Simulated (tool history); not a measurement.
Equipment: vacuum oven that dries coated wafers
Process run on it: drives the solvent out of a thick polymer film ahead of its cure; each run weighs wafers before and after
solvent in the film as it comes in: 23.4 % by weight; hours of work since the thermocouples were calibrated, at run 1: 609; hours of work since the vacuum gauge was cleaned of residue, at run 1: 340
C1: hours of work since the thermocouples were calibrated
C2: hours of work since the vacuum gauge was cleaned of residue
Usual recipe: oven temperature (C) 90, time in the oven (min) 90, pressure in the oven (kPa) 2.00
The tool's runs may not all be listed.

run 1 hour=0.0 | oven_temperature_(C)=90 time_in_the_oven_(min)=90 pressure_in_the_oven_(kPa)=2.00 | C1=609 C2=340 | solvent_left_in_the_film_(%)=2.62
run 2 hour=16.3 | oven_temperature_(C)=90 time_in_the_oven_(min)=90 pressure_in_the_oven_(kPa)=2.00 | C1=615 C2=347 | solvent_left_in_the_film_(%)=2.72
run 3 hour=25.8 | oven_temperature_(C)=90 time_in_the_oven_(min)=90 pressure_in_the_oven_(kPa)=2.00 | C1=619 C2=351 | solvent_left_in_the_film_(%)=2.68
run 4 hour=36.1 | oven_temperature_(C)=90 time_in_the_oven_(min)=90 pressure_in_the_oven_(kPa)=2.00 | C1=624 C2=355 | solvent_left_in_the_film_(%)=2.57
run 5 hour=57.3 | oven_temperature_(C)=90 time_in_the_oven_(min)=90 pressure_in_the_oven_(kPa)=2.00 | C1=633 C2=364 | solvent_left_in_the_film_(%)=2.70
run 6 hour=68.3 | oven_temperature_(C)=90 time_in_the_oven_(min)=90 pressure_in_the_oven_(kPa)=5.82 | C1=637 C2=368 | solvent_left_in_the_film_(%)=5.44
run 7 hour=84.3 | oven_temperature_(C)=90 time_in_the_oven_(min)=90 pressure_in_the_oven_(kPa)=5.82 | C1=644 C2=375 | solvent_left_in_the_film_(%)=5.42
run 8 hour=105.3 | oven_temperature_(C)=90 time_in_the_oven_(min)=90 pressure_in_the_oven_(kPa)=5.82 | C1=653 C2=384 | solvent_left_in_the_film_(%)=5.29
run 9 hour=120.1 | oven_temperature_(C)=104 time_in_the_oven_(min)=90 pressure_in_the_oven_(kPa)=2.23 | C1=659 C2=390 | solvent_left_in_the_film_(%)=1.18
run 10 hour=137.9 | oven_temperature_(C)=96 time_in_the_oven_(min)=116 pressure_in_the_oven_(kPa)=2.68 | C1=666 C2=398 | solvent_left_in_the_film_(%)=1.81
run 11 hour=147.7 | oven_temperature_(C)=96 time_in_the_oven_(min)=116 pressure_in_the_oven_(kPa)=2.68 | C1=670 C2=402 | solvent_left_in_the_film_(%)=1.82
run 12 hour=167.0 | oven_temperature_(C)=96 time_in_the_oven_(min)=116 pressure_in_the_oven_(kPa)=2.68 | C1=678 C2=410 | solvent_left_in_the_film_(%)=1.80

The next listed run, before its measurement:
run 13 hour=183.0 | oven_temperature_(C)=90 time_in_the_oven_(min)=103 pressure_in_the_oven_(kPa)=4.31 | C1=685 C2=416 | solvent_left_in_the_film_(%)=?

solvent left in the film (%): 4.05
With the hidden condition absent and the run-to-run variation left alone, this run would have shown solvent left in the film (%) 4.32.

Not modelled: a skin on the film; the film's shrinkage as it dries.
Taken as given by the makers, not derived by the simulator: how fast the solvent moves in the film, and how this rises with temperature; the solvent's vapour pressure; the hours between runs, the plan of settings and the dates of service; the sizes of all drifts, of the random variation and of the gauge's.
